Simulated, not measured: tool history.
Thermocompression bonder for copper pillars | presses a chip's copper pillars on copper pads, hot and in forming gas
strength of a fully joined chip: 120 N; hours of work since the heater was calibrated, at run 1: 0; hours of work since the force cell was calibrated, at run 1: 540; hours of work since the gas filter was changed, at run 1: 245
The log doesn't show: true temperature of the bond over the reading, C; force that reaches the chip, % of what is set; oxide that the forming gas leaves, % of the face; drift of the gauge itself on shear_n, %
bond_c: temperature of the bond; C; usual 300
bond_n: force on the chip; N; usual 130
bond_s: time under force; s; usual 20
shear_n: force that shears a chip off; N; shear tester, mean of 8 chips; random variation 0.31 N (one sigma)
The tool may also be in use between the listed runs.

run     day  bond_c  bond_n  bond_s  hours of work since the heater was calibrated  hours of work since the force cell was calibrated  hours of work since the gas filter was changed  shear_n
  1       0     300     130      20                                              0                                                540                                             245     77.8
  2   1.933     300     130      20                                             19                                                560                                             265       78
  3   4.017     300     130      20                                             40                                                580                                             285     78.5
  4   5.496     300     130      20                                             54                                                595                                             300       78
  5   7.892     302     130      20                                             78                                                619                                             324     79.6
  6   9.508     302     130      20                                             94                                                635                                             340     79.6
  7  12.208     300      84      20                                            121                                                661                                             366     52.3
  8  14.925     303     130      20                                            148                                                688                                             393     80.7
  9  18.258     300     127      20                                            181                                                721                                             426     76.3
     20.633  -- force cell calibrated
     20.867  -- forming gas filter changed
 10  21.454     300     127      20                                            212                                                  8                                               6     76.9
 11  24.175     300     127      20                                            239                                                 35                                              33     77.2
 12  25.771     300     130      20                                            254                                                 51                                              49     78.6
 13  28.833     294     130      20                                            285                                                 81                                              79     73.5
 14  30.925     300     130      20                                            305                                                102                                             100     78.7
 15  34.388     300     130      20                                            340                                                136                                             134     78.6
 16  36.683     300     130      20                                            363                                                159                                             157     78.5
 17  39.038     300     130      20                                            386                                                182                                             180     79.1
 18  41.583     300     130      20                                            411                                                207                                             205     78.9
 19  44.192     300     130      20                                            437                                                233                                             231     78.9
 20  46.842     300     130      20                                            463                                                259                                             257     79.5
 21  48.692     270     130      17                                            481                                                278                                             276     49.5
     51.133  -- heater calibrated with a thermocouple chip
 22  51.867     270      87      17                                              7                                                308                                             306     31.2
 23  53.696     281      87      23                                             25                                                326                                             324     42.8
 24  55.475     300     130      55                                             43                                                344                                             342    100.9
 25  58.012     300     130      12                                             68                                                369                                             367     67.7
 26  60.996     312     181      28                                             98                                                399                                             397    111.5
 27  63.038     311     167      22                                            118                                                419                                             417    104.3
 28  64.867     290     107      51                                            136                                                437                                             435     79.5
     66.696  -- forming gas filter changed
 29  68.317     272     158      36                                            170                                                471                                              16     78.9
 30   69.85     270     120      10                                            185                                                486                                              31     36.8
 31  71.858     300     124      17                                            205                                                506                                              51       73
 32  73.425     300     124      17                                            221                                                522                                              67     73.3
 33  75.925     300     124      17                                            245                                                546                                              91     73.3
 34  78.804     280      80      14                                            274                                                575                                             120     31.6
 35  81.833     280      80      25                                            304                                                605                                             150     40.1
 36  84.883     272     188      25                                            334                                                635                                             180     82.5
 37  87.312     272     188      25                                            358                                                659                                             204     82.7
 38  88.946     329      94      28                                            374                                                675                                             220     90.7
 39  91.508     325     184      20                                            400                                                701                                             246    114.6

Forecast each of these 3 alternatives for the next run:
  A  93.121     275     184      20                                            416                                                717                                             262        ?
  B  93.121     325     184      46                                            416                                                717                                             262        ?
  C  93.121     312      98      26                                            416                                                717                                             262        ?

run  shear_n
  A       79
  B    120.6
  C     78.3
Without the tool's hidden state the same runs would have given:
run  shear_n
  A       77
  B    117.6
  C     76.3
